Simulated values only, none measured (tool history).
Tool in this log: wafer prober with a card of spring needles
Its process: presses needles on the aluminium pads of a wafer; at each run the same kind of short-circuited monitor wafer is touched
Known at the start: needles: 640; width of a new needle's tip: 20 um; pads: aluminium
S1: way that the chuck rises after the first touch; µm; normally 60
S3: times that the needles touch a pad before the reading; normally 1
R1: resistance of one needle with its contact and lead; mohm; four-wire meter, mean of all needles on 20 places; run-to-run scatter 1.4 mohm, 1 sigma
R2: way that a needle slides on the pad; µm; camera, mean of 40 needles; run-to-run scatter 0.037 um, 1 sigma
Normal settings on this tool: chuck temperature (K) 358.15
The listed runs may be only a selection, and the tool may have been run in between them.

run 1 hour=0.0 | S1=60 chuck_temperature_(K)=358.15 S3=1 | R1=181 R2=10.49
-- hour=1.9 tips cleaned on abrasive film
-- hour=6.6 tips cleaned on abrasive film
-- hour=11.3 tips cleaned on abrasive film
-- hour=15.9 tips cleaned on abrasive film
-- hour=20.6 tips cleaned on abrasive film
-- hour=25.3 tips cleaned on abrasive film
-- hour=29.9 tips cleaned on abrasive film
-- hour=34.6 tips cleaned on abrasive film
-- hour=39.3 tips cleaned on abrasive film
-- hour=43.9 tips cleaned on abrasive film
-- hour=48.6 tips cleaned on abrasive film
-- hour=52.4 tips cleaned on abrasive film
-- hour=57.0 tips cleaned on abrasive film
-- hour=61.7 tips cleaned on abrasive film
-- hour=66.4 tips cleaned on abrasive film
-- hour=71.0 tips cleaned on abrasive film
-- hour=75.0 tips cleaned on abrasive film
run 2 hour=75.0 | S1=60 chuck_temperature_(K)=358.15 S3=3 | R1=128 R2=10.32
-- hour=79.7 tips cleaned on abrasive film
-- hour=84.3 tips cleaned on abrasive film
-- hour=89.0 tips cleaned on abrasive film
-- hour=93.7 tips cleaned on abrasive film
-- hour=98.3 tips cleaned on abrasive film
-- hour=103.0 tips cleaned on abrasive film
-- hour=106.8 tips cleaned on abrasive film
-- hour=111.4 tips cleaned on abrasive film
-- hour=115.2 tips cleaned on abrasive film
-- hour=119.9 tips cleaned on abrasive film
-- hour=123.6 tips cleaned on abrasive film
-- hour=128.3 tips cleaned on abrasive film
-- hour=132.0 tips cleaned on abrasive film
-- hour=136.7 tips cleaned on abrasive film
-- hour=140.5 tips cleaned on abrasive film
-- hour=144.2 tips cleaned on abrasive film
-- hour=148.9 tips cleaned on abrasive film
-- hour=153.5 tips cleaned on abrasive film
-- hour=158.2 tips cleaned on abrasive film
-- hour=162.0 tips cleaned on abrasive film
-- hour=166.6 tips cleaned on abrasive film
-- hour=171.3 tips cleaned on abrasive film
run 3 hour=171.7 | S1=60 chuck_temperature_(K)=358.15 S3=3 | R1=135 R2=9.97
-- hour=175.5 tips cleaned on abrasive film
-- hour=180.2 tips cleaned on abrasive film
-- hour=184.8 tips cleaned on abrasive film
-- hour=188.6 tips cleaned on abrasive film
-- hour=193.3 tips cleaned on abrasive film
-- hour=197.9 tips cleaned on abrasive film
-- hour=201.7 tips cleaned on abrasive film
-- hour=204.7 height of the first contact set anew
-- hour=206.6 tips cleaned on abrasive film
-- hour=211.3 tips cleaned on abrasive film
-- hour=216.0 tips cleaned on abrasive film
-- hour=220.6 tips cleaned on abrasive film
-- hour=225.3 tips cleaned on abrasive film
-- hour=230.0 tips cleaned on abrasive film
run 4 hour=233.5 | S1=60 chuck_temperature_(K)=358.15 S3=1 | R1=235 R2=9.30
-- hour=234.5 tips cleaned on abrasive film
-- hour=239.1 tips cleaned on abrasive film
-- hour=243.8 tips cleaned on abrasive film
-- hour=248.5 tips cleaned on abrasive film
-- hour=253.1 tips cleaned on abrasive film
-- hour=257.8 tips cleaned on abrasive film
-- hour=262.5 tips cleaned on abrasive film
-- hour=267.1 tips cleaned on abrasive film
-- hour=271.8 tips cleaned on abrasive film
-- hour=276.5 tips cleaned on abrasive film
-- hour=281.2 tips cleaned on abrasive film
-- hour=285.8 tips cleaned on abrasive film
-- hour=290.5 tips cleaned on abrasive film
-- hour=295.2 tips cleaned on abrasive film
-- hour=298.9 tips cleaned on abrasive film
run 5 hour=299.2 | S1=60 chuck_temperature_(K)=358.15 S3=1 | R1=147 R2=9.08
-- hour=302.9 tips cleaned on abrasive film
-- hour=307.6 tips cleaned on abrasive film
-- hour=312.3 tips cleaned on abrasive film
-- hour=316.9 tips cleaned on abrasive film
-- hour=321.6 tips cleaned on abrasive film
-- hour=325.4 tips cleaned on abrasive film
-- hour=330.0 tips cleaned on abrasive film
-- hour=334.7 tips cleaned on abrasive film
-- hour=339.4 tips cleaned on abrasive film
-- hour=343.1 tips cleaned on abrasive film
-- hour=347.8 tips cleaned on abrasive film
-- hour=352.5 tips cleaned on abrasive film
-- hour=357.1 tips cleaned on abrasive film
-- hour=360.9 tips cleaned on abrasive film
-- hour=365.5 tips cleaned on abrasive film
-- hour=369.3 tips cleaned on abrasive film
-- hour=374.0 tips cleaned on abrasive film
-- hour=378.0 tips cleaned on abrasive film
run 6 hour=378.0 | S1=60 chuck_temperature_(K)=358.15 S3=1 | R1=145 R2=8.87
-- hour=382.7 tips cleaned on abrasive film
-- hour=386.4 tips cleaned on abrasive film
-- hour=391.1 tips cleaned on abrasive film
-- hour=395.8 tips cleaned on abrasive film
-- hour=399.5 tips cleaned on abrasive film
-- hour=404.2 tips cleaned on abrasive film
-- hour=408.9 tips cleaned on abrasive film
-- hour=412.6 tips cleaned on abrasive film
-- hour=417.3 tips cleaned on abrasive film
-- hour=421.9 tips cleaned on abrasive film
run 7 hour=423.1 | S1=60 chuck_temperature_(K)=358.15 S3=1 | R1=196 R2=8.69
-- hour=425.9 tips cleaned on abrasive film
-- hour=430.6 tips cleaned on abrasive film
-- hour=435.2 tips cleaned on abrasive film
-- hour=439.0 tips cleaned on abrasive film
-- hour=443.7 tips cleaned on abrasive film
-- hour=447.4 tips cleaned on abrasive film
-- hour=452.1 tips cleaned on abrasive film
-- hour=456.0 height of the first contact set anew
-- hour=457.0 tips cleaned on abrasive film
-- hour=461.7 tips cleaned on abrasive film
-- hour=466.4 tips cleaned on abrasive film
-- hour=471.1 tips cleaned on abrasive film
-- hour=474.8 tips cleaned on abrasive film
-- hour=479.5 tips cleaned on abrasive film
-- hour=484.1 tips cleaned on abrasive film
-- hour=487.9 tips cleaned on abrasive film
run 8 hour=488.2 | S1=69 chuck_temperature_(K)=301.15 S3=1 | R1=131 R2=12.18
-- hour=491.9 tips cleaned on abrasive film
-- hour=496.6 tips cleaned on abrasive film
-- hour=501.2 tips cleaned on abrasive film
-- hour=505.9 tips cleaned on abrasive film
-- hour=510.6 tips cleaned on abrasive film
-- hour=515.2 tips cleaned on abrasive film
-- hour=519.9 tips cleaned on abrasive film
-- hour=523.7 tips cleaned on abrasive film
-- hour=528.3 tips cleaned on abrasive film
-- hour=533.0 tips cleaned on abrasive film
-- hour=537.7 tips cleaned on abrasive film
-- hour=542.3 tips cleaned on abrasive film
-- hour=547.0 tips cleaned on abrasive film
-- hour=550.8 tips cleaned on abrasive film
-- hour=555.4 tips cleaned on abrasive film
run 9 hour=558.2 | S1=69 chuck_temperature_(K)=299.15 S3=2 | R1=161 R2=11.89
-- hour=559.2 tips cleaned on abrasive film
-- hour=562.9 tips cleaned on abrasive film
-- hour=567.6 tips cleaned on abrasive film
-- hour=572.3 tips cleaned on abrasive film
-- hour=577.0 tips cleaned on abrasive film
-- hour=581.6 tips cleaned on abrasive film
-- hour=586.3 tips cleaned on abrasive film
-- hour=591.0 tips cleaned on abrasive film
-- hour=594.7 tips cleaned on abrasive film
-- hour=599.4 tips cleaned on abrasive film
run 10 hour=600.7 | S1=42 chuck_temperature_(K)=334.15 S3=1 | R1=237 R2=6.94
-- hour=603.6 tips cleaned on abrasive film
-- hour=608.3 tips cleaned on abrasive film
-- hour=612.9 tips cleaned on abrasive film
-- hour=617.6 tips cleaned on abrasive film
-- hour=622.3 tips cleaned on abrasive film
-- hour=626.9 tips cleaned on abrasive film
-- hour=631.6 tips cleaned on abrasive film
-- hour=635.3 tips cleaned on abrasive film
-- hour=638.4 height of the first contact set anew, once more
-- hour=640.3 tips cleaned on abrasive film
-- hour=645.0 tips cleaned on abrasive film
-- hour=648.7 tips cleaned on abrasive film
-- hour=653.4 tips cleaned on abrasive film
-- hour=658.1 tips cleaned on abrasive film
run 11 hour=659.4 | S1=42 chuck_temperature_(K)=334.15 S3=1 | R1=233 R2=7.39
-- hour=662.2 tips cleaned on abrasive film
-- hour=666.9 tips cleaned on abrasive film
-- hour=670.6 tips cleaned on abrasive film
-- hour=675.3 tips cleaned on abrasive film
-- hour=680.0 tips cleaned on abrasive film
-- hour=684.6 tips cleaned on abrasive film
-- hour=689.3 tips cleaned on abrasive film
-- hour=694.0 tips cleaned on abrasive film
-- hour=698.6 tips cleaned on abrasive film
-- hour=702.4 tips cleaned on abrasive film
-- hour=707.1 tips cleaned on abrasive film
-- hour=711.7 tips cleaned on abrasive film
-- hour=716.4 tips cleaned on abrasive film
-- hour=721.1 tips cleaned on abrasive film
-- hour=724.8 tips cleaned on abrasive film
-- hour=729.5 tips cleaned on abrasive film
-- hour=734.1 tips cleaned on abrasive film
-- hour=738.8 tips cleaned on abrasive film
run 12 hour=741.4 | S1=60 chuck_temperature_(K)=358.15 S3=1 | R1=227 R2=10.30
-- hour=743.3 tips cleaned on abrasive film
-- hour=747.1 tips cleaned on abrasive film
-- hour=751.7 tips cleaned on abrasive film
-- hour=756.4 tips cleaned on abrasive film
-- hour=761.1 tips cleaned on abrasive film
-- hour=765.7 tips cleaned on abrasive film
-- hour=770.4 tips cleaned on abrasive film
-- hour=775.1 tips cleaned on abrasive film
-- hour=778.8 tips cleaned on abrasive film
-- hour=783.5 tips cleaned on abrasive film
-- hour=788.1 tips cleaned on abrasive film
-- hour=791.9 tips cleaned on abrasive film
-- hour=796.6 tips cleaned on abrasive film
-- hour=801.2 tips cleaned on abrasive film
-- hour=805.9 tips cleaned on abrasive film
-- hour=809.7 tips cleaned on abrasive film
-- hour=814.3 tips cleaned on abrasive film
-- hour=819.0 tips cleaned on abrasive film
-- hour=823.7 tips cleaned on abrasive film
-- hour=828.3 tips cleaned on abrasive film
-- hour=833.0 tips cleaned on abrasive film
-- hour=837.7 tips cleaned on abrasive film
run 13 hour=838.3 | S1=60 chuck_temperature_(K)=358.15 S3=1 | R1=172 R2=9.96

Below are 4 alternative next runs, each starting from the tool's condition after run 13. Predict each:
-- hour=842.1 tips cleaned on abrasive film
-- hour=846.7 tips cleaned on abrasive film
-- hour=850.5 tips cleaned on abrasive film
-- hour=855.2 tips cleaned on abrasive film
-- hour=859.8 tips cleaned on abrasive film
-- hour=863.6 tips cleaned on abrasive film
-- hour=868.3 tips cleaned on abrasive film
-- hour=872.9 tips cleaned on abrasive film
-- hour=876.7 tips cleaned on abrasive film
-- hour=881.3 tips cleaned on abrasive film
-- hour=885.1 tips cleaned on abrasive film
-- hour=889.8 tips cleaned on abrasive film
-- hour=890.1 height of the first contact set anew
-- hour=894.7 tips cleaned on abrasive film
-- hour=898.5 tips cleaned on abrasive film
-- hour=902.2 tips cleaned on abrasive film
-- hour=906.9 tips cleaned on abrasive film
-- hour=911.6 tips cleaned on abrasive film
-- hour=915.3 tips cleaned on abrasive film
-- hour=919.1 tips cleaned on abrasive film
-- hour=923.8 tips cleaned on abrasive film
run A hour=924.4 | S1=63 chuck_temperature_(K)=358.15 S3=1 | R1=? R2=?
-- hour=842.1 tips cleaned on abrasive film
-- hour=846.7 tips cleaned on abrasive film
-- hour=850.5 tips cleaned on abrasive film
-- hour=855.2 tips cleaned on abrasive film
-- hour=859.8 tips cleaned on abrasive film
-- hour=863.6 tips cleaned on abrasive film
-- hour=868.3 tips cleaned on abrasive film
-- hour=872.9 tips cleaned on abrasive film
-- hour=876.7 tips cleaned on abrasive film
-- hour=881.3 tips cleaned on abrasive film
-- hour=885.1 tips cleaned on abrasive film
-- hour=889.8 tips cleaned on abrasive film
-- hour=890.1 height of the first contact set anew
-- hour=894.7 tips cleaned on abrasive film
-- hour=898.5 tips cleaned on abrasive film
-- hour=902.2 tips cleaned on abrasive film
-- hour=906.9 tips cleaned on abrasive film
-- hour=911.6 tips cleaned on abrasive film
-- hour=915.3 tips cleaned on abrasive film
-- hour=919.1 tips cleaned on abrasive film
-- hour=923.8 tips cleaned on abrasive film
run B hour=924.4 | S1=67 chuck_temperature_(K)=358.15 S3=1 | R1=? R2=?
-- hour=842.1 tips cleaned on abrasive film
-- hour=846.7 tips cleaned on abrasive film
-- hour=850.5 tips cleaned on abrasive film
-- hour=855.2 tips cleaned on abrasive film
-- hour=859.8 tips cleaned on abrasive film
-- hour=863.6 tips cleaned on abrasive film
-- hour=868.3 tips cleaned on abrasive film
-- hour=872.9 tips cleaned on abrasive film
-- hour=876.7 tips cleaned on abrasive film
-- hour=881.3 tips cleaned on abrasive film
-- hour=885.1 tips cleaned on abrasive film
-- hour=889.8 tips cleaned on abrasive film
-- hour=890.1 height of the first contact set anew
-- hour=894.7 tips cleaned on abrasive film
-- hour=898.5 tips cleaned on abrasive film
-- hour=902.2 tips cleaned on abrasive film
-- hour=906.9 tips cleaned on abrasive film
-- hour=911.6 tips cleaned on abrasive film
-- hour=915.3 tips cleaned on abrasive film
-- hour=919.1 tips cleaned on abrasive film
-- hour=923.8 tips cleaned on abrasive film
run C hour=924.4 | S1=60 chuck_temperature_(K)=309.15 S3=1 | R1=? R2=?
-- hour=842.1 tips cleaned on abrasive film
-- hour=846.7 tips cleaned on abrasive film
-- hour=850.5 tips cleaned on abrasive film
-- hour=855.2 tips cleaned on abrasive film
-- hour=859.8 tips cleaned on abrasive film
-- hour=863.6 tips cleaned on abrasive film
-- hour=868.3 tips cleaned on abrasive film
-- hour=872.9 tips cleaned on abrasive film
-- hour=876.7 tips cleaned on abrasive film
-- hour=881.3 tips cleaned on abrasive film
-- hour=885.1 tips cleaned on abrasive film
-- hour=889.8 tips cleaned on abrasive film
-- hour=890.1 height of the first contact set anew
-- hour=894.7 tips cleaned on abrasive film
-- hour=898.5 tips cleaned on abrasive film
-- hour=902.2 tips cleaned on abrasive film
-- hour=906.9 tips cleaned on abrasive film
-- hour=911.6 tips cleaned on abrasive film
-- hour=915.3 tips cleaned on abrasive film
-- hour=919.1 tips cleaned on abrasive film
-- hour=923.8 tips cleaned on abrasive film
run D hour=924.4 | S1=60 chuck_temperature_(K)=355.15 S3=1 | R1=? R2=?

run=A R1=155 R2=11.04
run=B R1=150 R2=11.79
run=C R1=153 R2=10.57
run=D R1=161 R2=10.56
What these runs would have given with no unlogged condition in the tool:
run=A R1=121 R2=11.15
run=B R1=119 R2=11.90
run=C R1=114 R2=10.67
run=D R1=123 R2=10.67
